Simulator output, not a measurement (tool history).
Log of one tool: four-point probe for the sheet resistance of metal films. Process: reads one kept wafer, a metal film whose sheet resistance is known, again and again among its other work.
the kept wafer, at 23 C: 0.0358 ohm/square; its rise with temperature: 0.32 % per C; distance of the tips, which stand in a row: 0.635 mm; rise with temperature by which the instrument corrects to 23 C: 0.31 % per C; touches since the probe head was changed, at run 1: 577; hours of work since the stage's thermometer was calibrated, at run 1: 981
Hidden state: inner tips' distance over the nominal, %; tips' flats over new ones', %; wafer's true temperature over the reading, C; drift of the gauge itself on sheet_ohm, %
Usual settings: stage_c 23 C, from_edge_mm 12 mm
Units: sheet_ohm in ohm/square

run	hour	stage_c	from_edge_mm	touches since the probe head was changed	hours of work since the stage's thermometer was calibrated	sheet_ohm
1	0	23	12	577	981	0.035933
2	28.7	23	12	1173	1001	0.035949
3	64.7	23	12	1922	1026	0.035947
4	80.8	23	41	2258	1037	0.035903
5	103.3	23	41	2724	1053	0.035899
6	127.1	23	41	3219	1069	0.035909
7	146.5	23	41	3623	1082	0.035909
8	169.3	23	16	4097	1098	0.035942
9	205.3	28	25	4846	1123	0.03594
10	229	23	49	5337	1139	0.035914
11	264.4	25	10	6075	1163	0.035985
12	292.9	25	10	6666	1183	0.035985
13	320.6	25	10	7242	1202	0.036002
14	337.5	20	55	7593	1214	0.035898

Forecast run 15:
15	367.4	29	7	8214	1234	?

Run 15 gave sheet_ohm 0.036097 ohm/square.
Without the tool's hidden state the same run would have given sheet_ohm 0.03598 ohm/square.
